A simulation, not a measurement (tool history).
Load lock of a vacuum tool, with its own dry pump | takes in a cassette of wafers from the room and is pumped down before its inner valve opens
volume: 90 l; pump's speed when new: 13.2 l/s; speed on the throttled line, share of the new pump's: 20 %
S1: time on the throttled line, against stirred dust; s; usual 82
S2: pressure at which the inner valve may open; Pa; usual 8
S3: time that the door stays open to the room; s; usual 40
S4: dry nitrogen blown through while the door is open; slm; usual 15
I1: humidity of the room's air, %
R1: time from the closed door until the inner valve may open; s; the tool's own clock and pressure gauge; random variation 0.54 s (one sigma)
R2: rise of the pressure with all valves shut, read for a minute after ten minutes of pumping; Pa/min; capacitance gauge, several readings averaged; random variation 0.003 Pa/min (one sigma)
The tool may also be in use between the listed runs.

Run 1, hour 0: usual settings; I1 44.4. Result: R1 132.7 s, R2 0.381 Pa/min.
Run 2, hour 73.2: usual settings; I1 43. Result: R1 132.3 s, R2 0.379 Pa/min.
Run 3, hour 186.9: usual settings; I1 47.5. Result: R1 132.8 s, R2 0.39 Pa/min.
Run 4, hour 246.4: usual settings; I1 44.4. Result: R1 133.1 s, R2 0.395 Pa/min.
Run 5, hour 335.6: usual settings; I1 44.4. Result: R1 131.9 s, R2 0.397 Pa/min.
Run 6, hour 432.3: usual settings but S4 13 slm; I1 45. Result: R1 132.2 s, R2 0.42 Pa/min.
Run 7, hour 520: usual settings but S4 13 slm; I1 45.2. Result: R1 132.5 s, R2 0.416 Pa/min.
Run 8, hour 629.1: usual settings but S2 10 Pa; I1 43.8. Result: R1 130.3 s, R2 0.414 Pa/min.
Run 9, hour 759.9: usual settings; I1 46.3. Result: R1 131.7 s, R2 0.434 Pa/min.
Run 10, hour 819.1: usual settings but S3 29 s; I1 43.9. Result: R1 132.3 s, R2 0.439 Pa/min.
Run 11, hour 885.2: usual settings but S3 29 s; I1 41.3. Result: R1 133.4 s, R2 0.438 Pa/min.
Run 12, hour 977.9: usual settings but S3 29 s, S4 13 slm; I1 40.3. Result: R1 133.8 s, R2 0.456 Pa/min.
Run 13, hour 1105.5: usual settings but S3 29 s, S4 13 slm; I1 47.3. Result: R1 134.1 s, R2 0.461 Pa/min.
Run 14, hour 1165.3: usual settings but S3 29 s, S4 13 slm; I1 38.7. Result: R1 133.2 s, R2 0.462 Pa/min.
Run 15, hour 1291: usual settings but S3 29 s, S4 13 slm; I1 45.8. Result: R1 132.4 s, R2 0.469 Pa/min.
Run 16, hour 1346.8: usual settings but S3 29 s, S4 13 slm; I1 44.7. Result: R1 132.2 s, R2 0.474 Pa/min.
Run 17, hour 1407.3: usual settings but S2 15 Pa; I1 44.4. Result: R1 128.5 s, R2 0.482 Pa/min.
Run 18, hour 1504.5: usual settings but S1 81 s, S2 15 Pa, S3 85 s, S4 6 slm; I1 45.8. Result: R1 127.1 s, R2 0.526 Pa/min.
Run 19, hour 1640.3: usual settings but S1 62 s; I1 44. Result: R1 117.6 s, R2 0.518 Pa/min.
Run 20, hour 1738.5: usual settings but S1 62 s; I1 45.4. Result: R1 118.1 s, R2 0.513 Pa/min.
Run 21, hour 1819.2: usual settings but S1 62 s; I1 43.7. Result: R1 117.1 s, R2 0.524 Pa/min.
Run 22, hour 1935: usual settings but S1 62 s; I1 45.1. Result: R1 117.6 s, R2 0.534 Pa/min.
Run 23, hour 2056.8: usual settings but S1 62 s; I1 48.7. Result: R1 117.5 s, R2 0.545 Pa/min.
Run 24, hour 2154.1: usual settings but S1 93 s, S2 10 Pa, S3 92 s, S4 6 slm; I1 48.1. Result: R1 140.4 s, R2 0.58 Pa/min.
Run 25, hour 2274.4: usual settings but S1 93 s, S2 12 Pa, S3 32 s, S4 23 slm; I1 43.5. Result: R1 139.2 s, R2 0.563 Pa/min.
Run 26, hour 2353.9: usual settings but S1 58 s, S3 115 s; I1 42.1. Result: R1 115.4 s, R2 0.574 Pa/min.
Run 27, hour 2484.4: usual settings but S1 151 s, S2 6 Pa, S3 230 s, S4 29 slm; I1 44.5. Result: R1 189.8 s, R2 0.596 Pa/min.
Run 28, hour 2549: usual settings but S1 151 s, S2 6 Pa, S3 230 s, S4 29 slm; I1 44.7. Result: R1 188.8 s, R2 0.61 Pa/min.
Run 29, hour 2634.9: usual settings but S1 53 s, S3 233 s; I1 46.5. Result: R1 111.1 s, R2 0.621 Pa/min.
Run 30, hour 2721.1: usual settings but S1 53 s, S3 233 s; I1 44.5. Result: R1 110.6 s, R2 0.641 Pa/min.
Run 31, hour 2810.6: usual settings but S4 28 slm; I1 43. Result: R1 132.8 s, R2 0.625 Pa/min.
Run 32, hour 2913.8: usual settings but S1 65 s, S4 28 slm; I1 45.5. Result: R1 120.4 s, R2 0.633 Pa/min.
Run 33, hour 3015.4: usual settings but S1 65 s, S4 28 slm; I1 43.8. Result: R1 120.4 s, R2 0.63 Pa/min.
Run 34, hour 3146.6: usual settings but S1 65 s, S4 28 slm; I1 45.6. Result: R1 120.6 s, R2 0.644 Pa/min.

Some steps in R1 between neighbouring runs. How much of each would the tool show without its hidden state too (settings, what came in, random variation), and how much is left for the hidden state, with any gauge scatter that isn't in both results?
The hidden state here: pump's speed, % of a new pump's; leak at the door's seal, Pa l/s; drift of the gauge itself on ready_s, %; drift of the gauge itself on rise_pa_min, %.
Run 18 -> 19: S1 81 -> 62, S2 15 -> 8, S3 85 -> 40, S4 6 -> 15. R1 -9.5 s: hidden state +0.7, all else -10.2.
Run 25 -> 26: S1 93 -> 58, S2 12 -> 8, S3 32 -> 115, S4 23 -> 15. R1 -23.8 s: hidden state +0.6, all else -24.4.
Run 26 -> 27: S1 58 -> 151, S2 8 -> 6, S3 115 -> 230, S4 15 -> 29. R1 +74.4 s: hidden state -0.9, all else +75.3.
Run 28 -> 29: S1 151 -> 53, S2 6 -> 8, S3 230 -> 233, S4 29 -> 15. R1 -77.7 s: hidden state +1.3, all else -79.
